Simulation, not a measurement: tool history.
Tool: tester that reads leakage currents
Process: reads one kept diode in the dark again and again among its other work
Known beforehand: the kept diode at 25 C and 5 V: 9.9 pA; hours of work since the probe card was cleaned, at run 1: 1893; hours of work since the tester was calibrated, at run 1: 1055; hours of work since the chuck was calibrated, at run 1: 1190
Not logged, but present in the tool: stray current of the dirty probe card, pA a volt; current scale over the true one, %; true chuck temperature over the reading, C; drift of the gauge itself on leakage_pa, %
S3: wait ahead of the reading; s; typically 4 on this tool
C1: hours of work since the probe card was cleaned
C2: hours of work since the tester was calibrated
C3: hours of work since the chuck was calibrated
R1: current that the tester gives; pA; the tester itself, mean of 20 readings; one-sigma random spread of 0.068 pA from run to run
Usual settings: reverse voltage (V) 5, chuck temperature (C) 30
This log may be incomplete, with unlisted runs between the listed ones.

Run 1, hour 0: usual settings; C1 1893; C2 1055; C3 1190. Result: R1 24.66 pA.
Run 2, hour 78.3: usual settings but S3 0.31 s; C1 1950; C2 1112; C3 1246. Result: R1 30.43 pA.
Run 3, hour 208.7: usual settings but reverse voltage (V) 4.48, S3 0.31 s; C1 2044; C2 1206; C3 1341. Result: R1 28.4 pA.
Run 4, hour 336.9: usual settings but reverse voltage (V) 4.48, S3 0.31 s; C1 2137; C2 1299; C3 1433. Result: R1 28.72 pA.
Run 5, hour 436.7: usual settings but reverse voltage (V) 4.48, S3 0.31 s; C1 2209; C2 1371; C3 1505. Result: R1 29.29 pA.
Run 6, hour 532.6: usual settings; C1 2278; C2 1440; C3 1575. Result: R1 26.76 pA.
Run 7, hour 646.7: usual settings; C1 2361; C2 1523; C3 1657. Result: R1 27.21 pA.
Run 8, hour 725.6: usual settings; C1 2418; C2 1580; C3 1714. Result: R1 27.68 pA.
Run 9, hour 792.1: usual settings but chuck temperature (C) 33; C1 2466; C2 1628; C3 1762. Result: R1 32.26 pA.
Run 10, hour 902: usual settings but chuck temperature (C) 33; C1 2545; C2 1708; C3 1842. Result: R1 32.59 pA.
At hour 954: chuck's temperature calibrated.
Run 11, hour 1038.7: usual settings but reverse voltage (V) 6.68, S3 0.33 s; C1 2643; C2 1805; C3 61. Result: R1 39.03 pA.
Run 12, hour 1134.1: usual settings but reverse voltage (V) 4.68, chuck temperature (C) 42, S3 9.35 s; C1 2712; C2 1874; C3 130. Result: R1 45.43 pA.
At hour 1146.2: tester calibrated.
Run 13, hour 1210.7: usual settings but reverse voltage (V) 4.68, chuck temperature (C) 42, S3 9.35 s; C1 2766; C2 47; C3 184. Result: R1 45.75 pA.
Run 14, hour 1315.1: usual settings but reverse voltage (V) 3.77, chuck temperature (C) 25, S3 5.38 s; C1 2841; C2 122; C3 260. Result: R1 17.45 pA.
Run 15, hour 1417.4: usual settings but reverse voltage (V) 2.13, chuck temperature (C) 33; C1 2915; C2 196; C3 334. Result: R1 16.68 pA.
Run 16, hour 1485.8: usual settings but reverse voltage (V) 4.39; C1 2965; C2 246; C3 383. Result: R1 24.8 pA.
Run 17, hour 1604.4: usual settings but reverse voltage (V) 5.14, chuck temperature (C) 53, S3 5.5 s; C1 3050; C2 331; C3 469. Result: R1 94.64 pA.
At hour 1621.2: probe card cleaned and baked.
Run 18, hour 1730.1: usual settings but reverse voltage (V) 1.89, chuck temperature (C) 42, S3 0.58 s; C1 79; C2 420; C3 558. Result: R1 22.53 pA.
Run 19, hour 1831.6: usual settings but reverse voltage (V) 1.89, chuck temperature (C) 42, S3 0.58 s; C1 152; C2 493; C3 631. Result: R1 22.91 pA.
At hour 1840.7: tester calibrated, once more.
Run 20, hour 1891.2: usual settings but reverse voltage (V) 3.25, chuck temperature (C) 22, S3 0.58 s; C1 194; C2 36; C3 673. Result: R1 9.21 pA.

Branching from run 20: 5 alternative next runs. What would each branch give?
Run A, hour 2009.5: usual settings but reverse voltage (V) 18.98, chuck temperature (C) 22, S3 0.33 s; C1 279; C2 122; C3 758. Result: R1 ?.
Run B, hour 2009.5: usual settings but reverse voltage (V) 3.06, chuck temperature (C) 43; C1 279; C2 122; C3 758. Result: R1 ?.
Run C, hour 2009.5: usual settings but chuck temperature (C) 39; C1 279; C2 122; C3 758. Result: R1 ?.
Run D, hour 2009.5: usual settings but chuck temperature (C) 24, S3 6.72 s; C1 279; C2 122; C3 758. Result: R1 ?.
Run E, hour 2009.5: usual settings but reverse voltage (V) 17.91, chuck temperature (C) 43, S3 0.55 s; C1 279; C2 122; C3 758. Result: R1 ?.

run      R1
  A   44.69
  B   32.08
  C   32.74
  D   11.49
  E  105.76
With no hidden state in the tool, these same runs would have given:
run     R1
  A  38.73
  B  29.11
  C  29.27
  D   9.52
  E   95.1

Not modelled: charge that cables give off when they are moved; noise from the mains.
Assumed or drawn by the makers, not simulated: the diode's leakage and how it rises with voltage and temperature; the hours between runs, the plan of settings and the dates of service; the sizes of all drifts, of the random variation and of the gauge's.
